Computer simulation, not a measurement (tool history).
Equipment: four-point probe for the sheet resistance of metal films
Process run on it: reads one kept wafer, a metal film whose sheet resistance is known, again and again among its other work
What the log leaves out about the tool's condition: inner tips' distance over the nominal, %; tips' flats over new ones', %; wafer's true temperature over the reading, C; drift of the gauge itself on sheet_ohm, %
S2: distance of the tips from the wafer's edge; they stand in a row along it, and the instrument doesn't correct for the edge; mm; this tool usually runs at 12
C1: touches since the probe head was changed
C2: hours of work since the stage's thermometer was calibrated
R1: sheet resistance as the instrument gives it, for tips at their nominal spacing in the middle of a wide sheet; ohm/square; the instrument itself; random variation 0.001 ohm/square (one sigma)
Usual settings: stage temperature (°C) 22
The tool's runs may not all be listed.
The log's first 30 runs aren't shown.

{"run": 31, "hour": 2055.7, "stage temperature (°C)": 26, "S2": 6, "C1": 73676, "C2": 426, "R1": 5.049418}
{"run": 32, "hour": 2099.4, "stage temperature (°C)": 26, "S2": 6, "C1": 74713, "C2": 448, "R1": 5.048118}
{"run": 33, "hour": 2150.0, "stage temperature (°C)": 23, "S2": 5, "C1": 75915, "C2": 473, "R1": 5.111621}
{"run": 34, "hour": 2195.2, "stage temperature (°C)": 30, "S2": 4, "C1": 76989, "C2": 495, "R1": 5.166311}
{"run": 35, "hour": 2256.2, "stage temperature (°C)": 30, "S2": 4, "C1": 78439, "C2": 525, "R1": 5.16559}
{"run": 36, "hour": 2331.6, "stage temperature (°C)": 19, "S2": 3, "C1": 80229, "C2": 563, "R1": 5.393343}
{"run": 37, "hour": 2405.3, "stage temperature (°C)": 32, "S2": 24, "C1": 81980, "C2": 599, "R1": 4.910191}
{"run": 38, "hour": 2499.1, "stage temperature (°C)": 32, "S2": 24, "C1": 84208, "C2": 646, "R1": 4.908832}
{"hour": 2559.6, "done": "new probe head fitted"}
{"run": 39, "hour": 2589.1, "stage temperature (°C)": 32, "S2": 24, "C1": 701, "C2": 690, "R1": 4.944683}
{"run": 40, "hour": 2665.4, "stage temperature (°C)": 25, "S2": 24, "C1": 2514, "C2": 727, "R1": 4.975881}
{"run": 41, "hour": 2718.0, "stage temperature (°C)": 25, "S2": 24, "C1": 3762, "C2": 753, "R1": 4.97513}
{"run": 42, "hour": 2756.4, "stage temperature (°C)": 25, "S2": 24, "C1": 4674, "C2": 772, "R1": 4.972814}
{"run": 43, "hour": 2828.4, "stage temperature (°C)": 25, "S2": 24, "C1": 6385, "C2": 808, "R1": 4.972729}
{"run": 44, "hour": 2905.0, "stage temperature (°C)": 19, "S2": 5, "C1": 8204, "C2": 846, "R1": 5.157423}
{"run": 45, "hour": 2958.8, "stage temperature (°C)": 31, "S2": 33, "C1": 9483, "C2": 872, "R1": 4.939277}
{"run": 46, "hour": 3040.0, "stage temperature (°C)": 20, "S2": 24, "C1": 11411, "C2": 912, "R1": 4.990439}

What if the next run were any one of these 3? Each begins from the tool's condition after run 46:
{"run": "A", "hour": 3118.3, "stage temperature (°C)": 20, "S2": 22, "C1": 13270, "C2": 951, "R1": "?"}
{"run": "B", "hour": 3118.3, "stage temperature (°C)": 19, "S2": 5, "C1": 13270, "C2": 951, "R1": "?"}
{"run": "C", "hour": 3118.3, "stage temperature (°C)": 20, "S2": 25, "C1": 13270, "C2": 951, "R1": "?"}

run=A R1=4.991862
run=B R1=5.154326
run=C R1=4.988903
Take away the tool's hidden state, keep each run's random variation, and the runs would have read:
run=A R1=5.015953
run=B R1=5.179156
run=C R1=5.01298
